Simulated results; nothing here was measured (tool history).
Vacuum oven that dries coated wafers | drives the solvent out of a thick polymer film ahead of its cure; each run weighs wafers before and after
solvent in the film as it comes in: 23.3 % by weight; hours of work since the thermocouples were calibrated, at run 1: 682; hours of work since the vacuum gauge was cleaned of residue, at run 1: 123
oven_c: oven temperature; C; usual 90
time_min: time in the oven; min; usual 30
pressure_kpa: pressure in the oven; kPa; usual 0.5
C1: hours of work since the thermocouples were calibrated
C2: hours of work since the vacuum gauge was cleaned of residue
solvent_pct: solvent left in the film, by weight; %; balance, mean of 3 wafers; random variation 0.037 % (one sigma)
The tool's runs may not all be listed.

{"run": 1, "hour": 0.0, "oven_c": 90, "time_min": 30, "pressure_kpa": 0.5, "C1": 682, "C2": 123, "solvent_pct": 0.82}
{"run": 2, "hour": 86.9, "oven_c": 86, "time_min": 30, "pressure_kpa": 0.5, "C1": 747, "C2": 188, "solvent_pct": 1.78}
{"run": 3, "hour": 138.7, "oven_c": 86, "time_min": 30, "pressure_kpa": 0.5, "C1": 786, "C2": 227, "solvent_pct": 1.77}
{"run": 4, "hour": 179.9, "oven_c": 86, "time_min": 30, "pressure_kpa": 0.5, "C1": 817, "C2": 258, "solvent_pct": 1.73}
{"run": 5, "hour": 260.3, "oven_c": 86, "time_min": 30, "pressure_kpa": 0.5, "C1": 877, "C2": 318, "solvent_pct": 1.73}
{"hour": 293.9, "done": "oven's thermocouples calibrated"}
{"run": 6, "hour": 328.1, "oven_c": 90, "time_min": 30, "pressure_kpa": 0.5, "C1": 26, "C2": 368, "solvent_pct": 1.15}
{"run": 7, "hour": 391.5, "oven_c": 90, "time_min": 30, "pressure_kpa": 1.245, "C1": 73, "C2": 415, "solvent_pct": 1.45}
{"run": 8, "hour": 477.2, "oven_c": 90, "time_min": 30, "pressure_kpa": 1.245, "C1": 138, "C2": 480, "solvent_pct": 1.44}
{"run": 9, "hour": 578.1, "oven_c": 90, "time_min": 30, "pressure_kpa": 0.733, "C1": 213, "C2": 555, "solvent_pct": 1.19}
{"run": 10, "hour": 642.8, "oven_c": 90, "time_min": 30, "pressure_kpa": 0.733, "C1": 262, "C2": 604, "solvent_pct": 1.23}
{"run": 11, "hour": 743.5, "oven_c": 90, "time_min": 30, "pressure_kpa": 0.733, "C1": 338, "C2": 680, "solvent_pct": 1.15}
{"run": 12, "hour": 810.4, "oven_c": 90, "time_min": 30, "pressure_kpa": 0.682, "C1": 388, "C2": 730, "solvent_pct": 1.13}
{"run": 13, "hour": 902.5, "oven_c": 90, "time_min": 30, "pressure_kpa": 0.682, "C1": 457, "C2": 799, "solvent_pct": 1.17}
{"run": 14, "hour": 977.0, "oven_c": 90, "time_min": 30, "pressure_kpa": 0.682, "C1": 513, "C2": 855, "solvent_pct": 1.14}
{"run": 15, "hour": 1052.7, "oven_c": 90, "time_min": 30, "pressure_kpa": 0.682, "C1": 570, "C2": 912, "solvent_pct": 1.12}
{"run": 16, "hour": 1124.1, "oven_c": 90, "time_min": 30, "pressure_kpa": 0.682, "C1": 623, "C2": 965, "solvent_pct": 1.14}
{"run": 17, "hour": 1199.8, "oven_c": 90, "time_min": 30, "pressure_kpa": 0.682, "C1": 680, "C2": 1022, "solvent_pct": 1.09}
{"run": 18, "hour": 1290.2, "oven_c": 90, "time_min": 30, "pressure_kpa": 0.682, "C1": 748, "C2": 1090, "solvent_pct": 1.11}
{"run": 19, "hour": 1356.0, "oven_c": 90, "time_min": 30, "pressure_kpa": 0.5, "C1": 798, "C2": 1140, "solvent_pct": 1}
{"run": 20, "hour": 1434.0, "oven_c": 90, "time_min": 30, "pressure_kpa": 0.5, "C1": 856, "C2": 1198, "solvent_pct": 0.97}
{"hour": 1495.2, "done": "oven's thermocouples calibrated"}
{"run": 21, "hour": 1501.3, "oven_c": 90, "time_min": 31, "pressure_kpa": 0.5, "C1": 5, "C2": 1247, "solvent_pct": 0.99}
{"run": 22, "hour": 1553.3, "oven_c": 90, "time_min": 31, "pressure_kpa": 0.5, "C1": 44, "C2": 1286, "solvent_pct": 1.03}
{"run": 23, "hour": 1640.5, "oven_c": 90, "time_min": 30, "pressure_kpa": 0.5, "C1": 109, "C2": 1352, "solvent_pct": 1.12}
{"run": 24, "hour": 1691.4, "oven_c": 90, "time_min": 30, "pressure_kpa": 0.5, "C1": 147, "C2": 1390, "solvent_pct": 1.08}
{"run": 25, "hour": 1789.2, "oven_c": 90, "time_min": 22, "pressure_kpa": 0.5, "C1": 221, "C2": 1463, "solvent_pct": 2}
{"run": 26, "hour": 1837.9, "oven_c": 84, "time_min": 30, "pressure_kpa": 0.5, "C1": 257, "C2": 1500, "solvent_pct": 2.85}
{"run": 27, "hour": 1925.8, "oven_c": 84, "time_min": 17, "pressure_kpa": 1.539, "C1": 323, "C2": 1566, "solvent_pct": 6.69}
{"run": 28, "hour": 1994.5, "oven_c": 105, "time_min": 52, "pressure_kpa": 0.256, "C1": 375, "C2": 1618, "solvent_pct": 0.2}
{"run": 29, "hour": 2093.4, "oven_c": 104, "time_min": 46, "pressure_kpa": 0.5, "C1": 449, "C2": 1692, "solvent_pct": 0.27}
{"run": 30, "hour": 2190.9, "oven_c": 104, "time_min": 46, "pressure_kpa": 0.724, "C1": 522, "C2": 1765, "solvent_pct": 0.32}
{"run": 31, "hour": 2257.6, "oven_c": 104, "time_min": 46, "pressure_kpa": 0.724, "C1": 573, "C2": 1815, "solvent_pct": 0.28}
{"run": 32, "hour": 2341.6, "oven_c": 90, "time_min": 30, "pressure_kpa": 0.29, "C1": 636, "C2": 1878, "solvent_pct": 0.96}
{"run": 33, "hour": 2440.0, "oven_c": 90, "time_min": 30, "pressure_kpa": 0.29, "C1": 710, "C2": 1952, "solvent_pct": 0.95}
{"run": 34, "hour": 2510.4, "oven_c": 85, "time_min": 30, "pressure_kpa": 1.276, "C1": 762, "C2": 2005, "solvent_pct": 2.58}
{"run": 35, "hour": 2603.2, "oven_c": 79, "time_min": 34, "pressure_kpa": 1.571, "C1": 832, "C2": 2075, "solvent_pct": 4.73}
{"run": 36, "hour": 2683.5, "oven_c": 79, "time_min": 41, "pressure_kpa": 0.607, "C1": 892, "C2": 2135, "solvent_pct": 3.12}
{"hour": 2692.4, "done": "oven's thermocouples calibrated"}
{"run": 37, "hour": 2753.0, "oven_c": 102, "time_min": 41, "pressure_kpa": 0.607, "C1": 45, "C2": 2186, "solvent_pct": 0.3}
{"run": 38, "hour": 2826.3, "oven_c": 102, "time_min": 41, "pressure_kpa": 0.607, "C1": 101, "C2": 2241, "solvent_pct": 0.33}
{"run": 39, "hour": 2924.7, "oven_c": 76, "time_min": 32, "pressure_kpa": 0.968, "C1": 174, "C2": 2315, "solvent_pct": 7.04}
{"run": 40, "hour": 2989.0, "oven_c": 90, "time_min": 46, "pressure_kpa": 1.262, "C1": 223, "C2": 2363, "solvent_pct": 1.02}
{"run": 41, "hour": 3044.6, "oven_c": 95, "time_min": 18, "pressure_kpa": 1.057, "C1": 265, "C2": 2405, "solvent_pct": 1.82}
{"run": 42, "hour": 3129.6, "oven_c": 90, "time_min": 17, "pressure_kpa": 0.517, "C1": 328, "C2": 2469, "solvent_pct": 3.39}
{"run": 43, "hour": 3186.5, "oven_c": 96, "time_min": 17, "pressure_kpa": 0.517, "C1": 371, "C2": 2511, "solvent_pct": 1.53}
{"hour": 3258.1, "done": "vacuum gauge cleaned of residue and calibrated"}
{"run": 44, "hour": 3271.2, "oven_c": 76, "time_min": 28, "pressure_kpa": 0.279, "C1": 434, "C2": 10, "solvent_pct": 6.99}
{"run": 45, "hour": 3354.5, "oven_c": 83, "time_min": 31, "pressure_kpa": 0.312, "C1": 496, "C2": 72, "solvent_pct": 2.72}
{"run": 46, "hour": 3410.8, "oven_c": 83, "time_min": 31, "pressure_kpa": 0.312, "C1": 538, "C2": 115, "solvent_pct": 2.76}
{"run": 47, "hour": 3461.7, "oven_c": 105, "time_min": 30, "pressure_kpa": 0.955, "C1": 577, "C2": 153, "solvent_pct": 0.28}

How the hidden state differs across the entries between the runs, from the last listed run before each to the first after it:
Between runs 5 and 6: oven's thermocouples calibrated (hour 293.9)
  true wafer temperature over the reading, C: 1.57 -> 0.05; true pressure over the reading, kPa: 0.08 -> 0.092
  measured less the result without the state, solvent_pct: -0.46 -> +0.03 %
Between runs 20 and 21: oven's thermocouples calibrated (hour 1495.2)
  true wafer temperature over the reading, C: 1.21 -> 0.52; true pressure over the reading, kPa: 0.292 -> 0.304
  measured less the result without the state, solvent_pct: -0.1 -> +0.05 %
Between runs 36 and 37: oven's thermocouples calibrated (hour 2692.4)
  true wafer temperature over the reading, C: 1.74 -> 0.14; true pressure over the reading, kPa: 0.517 -> 0.53
  measured less the result without the state, solvent_pct: -0.43 -> +0.16 %
Between runs 43 and 44: vacuum gauge cleaned of residue and calibrated (hour 3258.1)
  true wafer temperature over the reading, C: 0.6 -> 0.68; true pressure over the reading, kPa: 0.608 -> 0.005
  measured less the result without the state, solvent_pct: +0.08 -> -0.39 %
